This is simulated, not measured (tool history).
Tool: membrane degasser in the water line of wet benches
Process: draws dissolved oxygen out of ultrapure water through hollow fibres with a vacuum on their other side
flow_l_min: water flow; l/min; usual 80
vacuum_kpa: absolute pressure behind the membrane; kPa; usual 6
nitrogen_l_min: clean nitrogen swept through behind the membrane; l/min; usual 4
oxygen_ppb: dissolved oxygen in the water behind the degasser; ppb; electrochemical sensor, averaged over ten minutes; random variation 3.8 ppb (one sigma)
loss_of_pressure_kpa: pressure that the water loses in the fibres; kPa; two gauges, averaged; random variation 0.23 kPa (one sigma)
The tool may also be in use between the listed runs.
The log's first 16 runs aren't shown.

| run | hour | flow_l_min | vacuum_kpa | nitrogen_l_min | hours since the membrane was changed | hours since the vacuum gauge was calibrated | hours since the vacuum lines were made tight | oxygen_ppb | loss_of_pressure_kpa |
|---|---|---|---|---|---|---|---|---|---|
| 17 | 834.5 | 80 | 6.23 | 4 | 1998 | 4385 | 260 | 426 | 60.98 |
| 18 | 883.1 | 122 | 10.26 | 4 | 2047 | 4434 | 308 | 956 | 92.5 |
| 19 | 943 | 80 | 6 | 6.94 | 2107 | 4494 | 368 | 365.6 | 60.67 |
| 20 | 1005.8 | 57 | 13.89 | 3.85 | 2169 | 4556 | 431 | 501.4 | 43.27 |
|  | 1009.7 | vacuum gauge calibrated |
| 21 | 1040.9 | 95 | 12.95 | 3.71 | 2204 | 31 | 466 | 887 | 71.65 |
| 22 | 1067.6 | 95 | 11.45 | 3.94 | 2231 | 58 | 492 | 780.8 | 71.9 |
| 23 | 1105.1 | 80 | 4.69 | 9.31 | 2268 | 95 | 530 | 326.5 | 60.83 |
|  | 1135.2 | vacuum gauge calibrated, once more |
| 24 | 1169 | 80 | 4.69 | 9.31 | 2331 | 34 | 593 | 325.7 | 60.83 |
| 25 | 1230.9 | 68 | 3.77 | 3.99 | 2393 | 96 | 655 | 241.6 | 51.69 |
| 26 | 1291 | 60 | 4.94 | 4 | 2453 | 156 | 715 | 231.3 | 45.55 |
| 27 | 1349.6 | 49 | 5.26 | 2.58 | 2512 | 214 | 774 | 192.6 | 37.62 |
| 28 | 1390.3 | 49 | 5.26 | 2.58 | 2553 | 255 | 815 | 199 | 37.47 |
| 29 | 1417.8 | 80 | 14.7 | 10.27 | 2580 | 283 | 842 | 490.4 | 61.22 |
| 30 | 1465.3 | 80 | 14.7 | 10.27 | 2628 | 330 | 889 | 487.2 | 61.06 |
| 31 | 1505.2 | 105 | 12.4 | 10.3 | 2668 | 370 | 929 | 671.7 | 80.21 |

Forecast each of these 3 alternatives for the next run:
| A | 1552.4 | 72 | 10.11 | 10.3 | 2715 | 417 | 977 | ? | ? |
| B | 1552.4 | 106 | 8.47 | 8.51 | 2715 | 417 | 977 | ? | ? |
| C | 1552.4 | 54 | 9.47 | 1.61 | 2715 | 417 | 977 | ? | ? |

| run | oxygen_ppb | loss_of_pressure_kpa |
|---|---|---|
| A | 353.5 | 55.02 |
| B | 601.3 | 80.91 |
| C | 550.4 | 41.63 |
Without the tool's hidden state the same runs would have given:
| run | oxygen_ppb | loss_of_pressure_kpa |
|---|---|---|
| A | 322.7 | 53.01 |
| B | 553.3 | 77.94 |
| C | 528 | 40.11 |
